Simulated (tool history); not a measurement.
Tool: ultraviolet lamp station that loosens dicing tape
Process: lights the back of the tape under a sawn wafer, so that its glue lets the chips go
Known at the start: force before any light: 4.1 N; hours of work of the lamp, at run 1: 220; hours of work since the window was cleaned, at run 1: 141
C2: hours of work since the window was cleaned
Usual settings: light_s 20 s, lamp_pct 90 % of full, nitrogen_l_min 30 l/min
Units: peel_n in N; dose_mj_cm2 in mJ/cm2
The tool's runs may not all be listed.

Run 1, day 0.000: usual settings; hours of work of the lamp 220; C2 141. Result: peel_n 0.419 N, dose_mj_cm2 665 mJ/cm2.
Run 2, day 0.646: usual settings; hours of work of the lamp 229; C2 150. Result: peel_n 0.416 N, dose_mj_cm2 658 mJ/cm2.
Run 3, day 1.000: usual settings; hours of work of the lamp 234; C2 155. Result: peel_n 0.412 N, dose_mj_cm2 661 mJ/cm2.
Run 4, day 1.454: usual settings; hours of work of the lamp 240; C2 161. Result: peel_n 0.415 N, dose_mj_cm2 661 mJ/cm2.
Run 5, day 2.158: usual settings; hours of work of the lamp 250; C2 171. Result: peel_n 0.424 N, dose_mj_cm2 658 mJ/cm2.
Run 6, day 2.467: usual settings; hours of work of the lamp 254; C2 176. Result: peel_n 0.404 N, dose_mj_cm2 654 mJ/cm2.
Run 7, day 2.850: usual settings but light_s 23 s; hours of work of the lamp 260; C2 181. Result: peel_n 0.367 N, dose_mj_cm2 756 mJ/cm2.
Run 8, day 3.238: usual settings but light_s 21 s, nitrogen_l_min 49 l/min; hours of work of the lamp 265; C2 187. Result: peel_n 0.345 N, dose_mj_cm2 695 mJ/cm2.

Forecast run 9:
Run 9, day 3.692: usual settings but light_s 21 s, nitrogen_l_min 14 l/min; hours of work of the lamp 272; C2 193. Result: peel_n ?, dose_mj_cm2 ?.

{"run 9": {"peel_n": 0.552, "dose_mj_cm2": 700}}
Without the tool's hidden state the same run would have given peel_n 0.551 N, dose_mj_cm2 700 mJ/cm2.

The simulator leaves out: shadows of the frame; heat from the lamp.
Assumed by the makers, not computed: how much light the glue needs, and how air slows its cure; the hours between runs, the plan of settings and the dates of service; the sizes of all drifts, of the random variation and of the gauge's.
